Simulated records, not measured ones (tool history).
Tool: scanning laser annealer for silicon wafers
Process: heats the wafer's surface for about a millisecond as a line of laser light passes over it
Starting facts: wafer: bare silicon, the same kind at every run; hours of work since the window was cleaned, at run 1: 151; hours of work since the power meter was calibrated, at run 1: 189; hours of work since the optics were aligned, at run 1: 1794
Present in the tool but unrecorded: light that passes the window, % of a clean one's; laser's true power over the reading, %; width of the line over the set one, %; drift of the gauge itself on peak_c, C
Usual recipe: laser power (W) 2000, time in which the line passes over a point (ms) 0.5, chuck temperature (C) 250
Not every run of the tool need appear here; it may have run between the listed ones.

run,hour,laser power (W),time in which the line passes over a point (ms),chuck temperature (C),hours of work since the window was cleaned,hours of work since the power meter was calibrated,hours of work since the optics were aligned,highest temperature of the surface (C)
1,0,2000,0.5,250,151,189,1794,1000
2,24.8,1950,0.5,250,168,207,1811,986
3,40.8,2000,0.376,250,179,217,1822,908
4,52.2,2000,0.376,250,187,225,1829,906
5,74,2000,0.376,250,201,240,1844,909
6,97.4,2000,0.376,250,218,256,1860,911
7,119.2,2000,0.376,250,232,271,1875,910
8,137.3,2000,0.376,250,245,284,1888,906
9,159,2000,0.376,250,260,299,1903,906
10,183.7,2000,0.376,250,277,315,1920,905
# hour 206.7: optics aligned, line set to its width
11,209.6,2100,0.5,250,291,330,2,1033
12,232.2,2100,0.5,250,307,345,17,1035
13,243.3,1846,0.6,261,314,353,25,1020
14,266.9,1712,0.5,250,330,369,41,901
15,284.2,1797,0.5,219,342,381,53,901
16,302.1,2080,0.35,262,354,393,65,918
17,315,2097,0.501,279,363,402,74,1064
18,329.9,2097,0.501,279,374,412,85,1059
19,343.8,2097,0.501,230,383,422,94,1016
20,366.7,2097,0.392,230,399,438,110,933
21,378.3,1977,0.505,243,407,445,118,989
22,390.5,2162,0.506,250,415,454,126,1059
23,407.9,1856,0.548,229,427,466,138,961

5 options for the next run, each taken on its own from the tool as it stands now. Forecast them:
A,430.6,1728,0.5,250,443,481,154,?
B,430.6,2164,0.47,288,443,481,154,?
C,430.6,2161,0.548,217,443,481,154,?
D,430.6,2024,0.548,229,443,481,154,?
E,430.6,1952,0.5,250,443,481,154,?

run,highest temperature of the surface (C)
A,907
B,1070
C,1058
D,1021
E,984
What these runs would have given with no unlogged condition in the tool:
run,highest temperature of the surface (C)
A,907
B,1070
C,1059
D,1021
E,984
